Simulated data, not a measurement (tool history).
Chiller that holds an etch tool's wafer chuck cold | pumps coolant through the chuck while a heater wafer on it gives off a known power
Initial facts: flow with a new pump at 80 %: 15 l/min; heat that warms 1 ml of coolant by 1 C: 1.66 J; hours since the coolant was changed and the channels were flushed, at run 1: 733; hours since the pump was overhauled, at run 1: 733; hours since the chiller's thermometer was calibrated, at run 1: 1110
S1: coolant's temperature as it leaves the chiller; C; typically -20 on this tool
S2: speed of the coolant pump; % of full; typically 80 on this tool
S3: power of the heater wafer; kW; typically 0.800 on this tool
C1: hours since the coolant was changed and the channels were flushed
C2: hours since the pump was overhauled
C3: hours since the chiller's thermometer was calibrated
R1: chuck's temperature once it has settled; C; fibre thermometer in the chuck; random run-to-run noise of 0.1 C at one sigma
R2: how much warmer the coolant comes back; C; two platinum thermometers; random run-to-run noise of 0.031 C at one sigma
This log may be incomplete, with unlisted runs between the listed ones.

Run 1, hour 0.0: usual settings; C1 733; C2 733; C3 1110. Result: R1 -13.6 C, R2 1.96 C.
Run 2, hour 92.4: usual settings but S1 -21 C; C1 825; C2 825; C3 1203. Result: R1 -14.7 C, R2 1.96 C.
Run 3, hour 208.9: usual settings but S1 -21 C; C1 942; C2 942; C3 1319. Result: R1 -14.6 C, R2 2.00 C.
Run 4, hour 319.2: usual settings but S1 -21 C; C1 1052; C2 1052; C3 1430. Result: R1 -14.6 C, R2 1.98 C.
Run 5, hour 380.9: usual settings but S1 -21 C; C1 1114; C2 1114; C3 1491. Result: R1 -14.8 C, R2 2.00 C.
Run 6, hour 443.2: usual settings but S1 -21 C; C1 1176; C2 1176; C3 1554. Result: R1 -14.6 C, R2 1.97 C.
Run 7, hour 507.4: usual settings but S1 -21 C; C1 1240; C2 1240; C3 1618. Result: R1 -14.5 C, R2 1.98 C.
Run 8, hour 639.4: usual settings but S1 -21 C; C1 1372; C2 1372; C3 1750. Result: R1 -14.6 C, R2 2.01 C.
Run 9, hour 706.5: usual settings but S1 -21 C; C1 1440; C2 1440; C3 1817. Result: R1 -14.6 C, R2 2.04 C.
Run 10, hour 766.8: usual settings but S1 -22 C; C1 1500; C2 1500; C3 1877. Result: R1 -15.5 C, R2 2.06 C.
Run 11, hour 865.3: usual settings; C1 1598; C2 1598; C3 1976. Result: R1 -13.6 C, R2 2.06 C.
Run 12, hour 948.5: usual settings; C1 1682; C2 1682; C3 2059. Result: R1 -13.5 C, R2 1.97 C.
Run 13, hour 1067.8: usual settings; C1 1801; C2 1801; C3 2178. Result: R1 -13.6 C, R2 2.05 C.
Run 14, hour 1195.1: usual settings but S2 91 % of full; C1 1928; C2 1928; C3 2305. Result: R1 -14.4 C, R2 1.79 C.
Run 15, hour 1331.0: usual settings but S2 91 % of full; C1 2064; C2 2064; C3 2441. Result: R1 -14.4 C, R2 1.82 C.
Run 16, hour 1408.2: usual settings but S2 91 % of full; C1 2141; C2 2141; C3 2518. Result: R1 -14.3 C, R2 1.80 C.
Run 17, hour 1490.2: usual settings but S1 -14 C, S2 62 % of full, S3 0.569 kW; C1 2223; C2 2223; C3 2600. Result: R1 -8.4 C, R2 1.96 C.
Run 18, hour 1575.5: usual settings but S1 -14 C, S2 62 % of full, S3 0.569 kW; C1 2308; C2 2308; C3 2686. Result: R1 -8.2 C, R2 1.91 C.
Run 19, hour 1663.6: usual settings but S1 -14 C, S2 62 % of full, S3 0.569 kW; C1 2397; C2 2397; C3 2774. Result: R1 -8.4 C, R2 1.93 C.
Run 20, hour 1804.6: usual settings but S1 -19 C, S2 94 % of full, S3 1.004 kW; C1 2538; C2 2538; C3 2915. Result: R1 -11.7 C, R2 2.19 C.
Run 21, hour 1883.3: usual settings but S1 -15 C, S2 94 % of full, S3 0.487 kW; C1 2616; C2 2616; C3 2994. Result: R1 -11.7 C, R2 0.99 C.
Run 22, hour 1968.2: usual settings but S1 -26 C, S2 94 % of full, S3 1.183 kW; C1 2701; C2 2701; C3 3079. Result: R1 -17.2 C, R2 2.57 C.
Run 23, hour 2103.9: usual settings but S1 -26 C, S2 61 % of full, S3 0.597 kW; C1 2837; C2 2837; C3 3214. Result: R1 -19.8 C, R2 2.02 C.
Run 24, hour 2244.2: usual settings but S1 -26 C, S2 61 % of full, S3 0.597 kW; C1 2977; C2 2977; C3 3355. Result: R1 -19.7 C, R2 2.12 C.
Run 25, hour 2383.2: usual settings but S1 -27 C, S3 0.582 kW; C1 3116; C2 3116; C3 3494. Result: R1 -22.2 C, R2 1.49 C.
Run 26, hour 2487.8: usual settings but S1 -23 C, S2 71 % of full, S3 0.486 kW; C1 3221; C2 3221; C3 3598. Result: R1 -18.6 C, R2 1.52 C.
Run 27, hour 2610.1: usual settings but S1 -30 C, S2 94 % of full, S3 0.545 kW; C1 3343; C2 3343; C3 3720. Result: R1 -26.4 C, R2 1.24 C.
Run 28, hour 2750.6: usual settings but S1 -21 C, S2 98 % of full, S3 0.570 kW; C1 3484; C2 3484; C3 3861. Result: R1 -17.1 C, R2 1.22 C.
Run 29, hour 2836.2: usual settings but S1 -21 C, S2 98 % of full, S3 0.570 kW; C1 3569; C2 3569; C3 3947. Result: R1 -17.2 C, R2 1.19 C.
Run 30, hour 2938.0: usual settings but S1 -21 C, S2 98 % of full, S3 0.570 kW; C1 3671; C2 3671; C3 4048. Result: R1 -17.2 C, R2 1.22 C.
Run 31, hour 3045.2: usual settings but S1 -27 C, S3 0.582 kW; C1 3778; C2 3778; C3 4156. Result: R1 -22.2 C, R2 1.59 C.
Run 32, hour 3128.7: usual settings but S1 -27 C, S3 0.582 kW; C1 3862; C2 3862; C3 4239. Result: R1 -22.0 C, R2 1.55 C.

Branching from run 32: 4 alternative next runs. What would each branch give?
Run A, hour 3238.6: usual settings but S1 -26 C, S3 0.582 kW; C1 3972; C2 3972; C3 4349. Result: R1 ?, R2 ?.
Run B, hour 3238.6: usual settings but S1 -13 C, S2 99 % of full; C1 3972; C2 3972; C3 4349. Result: R1 ?, R2 ?.
Run C, hour 3238.6: usual settings but S1 -22 C, S2 96 % of full, S3 0.460 kW; C1 3972; C2 3972; C3 4349. Result: R1 ?, R2 ?.
Run D, hour 3238.6: usual settings but S3 0.967 kW; C1 3972; C2 3972; C3 4349. Result: R1 ?, R2 ?.

run     R1    R2
  A  -21.0  1.59
  B   -7.4  1.69
  C  -18.9  1.01
  D  -11.7  2.61
Take away the tool's hidden state, keep each run's random variation, and the runs would have read:
run     R1    R2
  A  -21.2  1.43
  B   -7.7  1.51
  C  -18.8  0.91
  D  -12.5  2.34
